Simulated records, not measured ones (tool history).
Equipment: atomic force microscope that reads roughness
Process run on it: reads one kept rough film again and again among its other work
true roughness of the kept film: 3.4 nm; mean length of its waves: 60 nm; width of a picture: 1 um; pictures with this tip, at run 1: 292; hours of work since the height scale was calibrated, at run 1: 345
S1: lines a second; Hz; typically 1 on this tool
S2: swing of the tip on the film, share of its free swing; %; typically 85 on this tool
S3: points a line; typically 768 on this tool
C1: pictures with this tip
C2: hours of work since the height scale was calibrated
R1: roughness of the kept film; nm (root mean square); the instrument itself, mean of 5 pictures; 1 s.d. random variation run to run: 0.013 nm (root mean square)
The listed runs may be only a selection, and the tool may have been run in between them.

run	day	S1	S2	S3	C1	C2	R1
1	0	1	85	768	292	345	3.11
# day 0.267: new tip fitted
2	0.771	1	85	768	24	359	3.117
3	1.862	1	85	996	77	378	3.116
4	2.383	1	85	768	102	388	3.12
5	3.142	1	85	768	139	402	3.13
6	3.888	1	85	768	175	415	3.117
7	5.112	1	85	768	234	437	3.125
8	5.875	1	85	768	271	451	3.105
# day 6.579: new tip fitted
9	6.962	1	85	768	19	470	3.123
10	7.646	1	85	768	52	482	3.146
11	8.312	1	85	768	84	494	3.156
12	8.888	1	85	768	112	505	3.133
13	9.721	1	85	768	152	520	3.123
14	10.692	1	85	768	199	537	3.116
15	11.421	1	85	768	234	551	3.125
16	12.396	1	85	768	281	568	3.121
# day 12.867: new tip fitted
17	13.596	0.52	89	889	35	589	3.18
18	14.592	0.62	89	906	83	607	3.159
19	15.35	1	65	768	119	621	3.238
20	15.933	3.01	65	447	147	632	3.11
21	16.5	0.63	75	768	175	642	3.221
22	17.446	2.35	82	573	220	659	2.986
23	18.133	1	85	575	253	671	3.136
# day 19.258: new tip fitted
24	19.317	0.71	77	768	3	692	3.22
25	20.3	0.71	77	768	50	710	3.197
26	21.442	2.35	68	320	105	731	3.119
27	22.5	2.35	76	320	156	750	3.041
28	23.312	2.35	90	388	195	764	2.847
29	23.867	1.11	90	357	222	774	3.058

Forecast each of these 3 alternatives for the next run:
A	24.771	0.62	84	432	266	791	?
B	24.771	1.11	86	1010	266	791	?
C	24.771	0.86	77	571	266	791	?

run	R1
A	3.177
B	3.086
C	3.189
Without the tool's unlogged condition, the same runs would have read:
run	R1
A	3.185
B	3.094
C	3.197
